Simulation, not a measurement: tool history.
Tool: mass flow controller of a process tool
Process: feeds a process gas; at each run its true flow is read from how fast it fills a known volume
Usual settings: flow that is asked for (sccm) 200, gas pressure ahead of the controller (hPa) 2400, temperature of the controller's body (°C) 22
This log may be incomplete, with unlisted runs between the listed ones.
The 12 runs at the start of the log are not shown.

run      day  flow that is asked for (sccm)  gas pressure ahead of the controller (hPa)  temperature of the controller's body (°C)  true flow (%)
 13  212.133                            200                                        2210                                         22          98.48
 14  222.092                            200                                        2400                                         22          98.70
 15  242.333                            200                                        2400                                         22          98.45
 16  261.992                            200                                        2700                                         22          98.67
 17  284.075                            200                                        2700                                         22          98.38
 18  300.833                             89                                        2400                                         28          96.45
 19  313.075                             89                                        2400                                         28          96.21
 20  332.100                             89                                        1770                                         28          95.74
 21  351.104                            169                                        2400                                         23          97.62
 22  368.904                             96                                        2400                                         32          95.53
     370.583  -- controller's zero set anew
 23  381.925                            139                                        2700                                         21          97.15
 24  394.933                            139                                        2700                                         32          95.80
 25  418.362                            142                                        2300                                         32          95.62
 26  436.738                            151                                        1490                                         22          96.12
 27  455.471                            446                                        2730                                         22          99.20
 28  477.808                            446                                        2730                                         22          99.27
 29  494.917                            446                                        2730                                         22          99.21
     503.700  -- controller's zero set anew, once more
 30  512.367                            446                                        2730                                         22          99.57
 31  524.458                            200                                        2400                                         34          96.79
 32  539.488                            200                                        2570                                         25          97.79

Here are 4 independent what-if runs from the current tool condition. What would each one return?
  A  549.538                            354                                        2580                                         37              ?
  B  549.538                             97                                        2570                                         22              ?
  C  549.538                            200                                        2570                                         30              ?
  D  549.538                            200                                        2300                                         21              ?

run  true flow (%)
  A          97.35
  B          97.23
  C          97.12
  D          97.82
With the hidden condition removed and each run's random variation left untouched, the same runs would have given:
run  true flow (%)
  A          98.33
  B          98.43
  C          98.17
  D          98.86
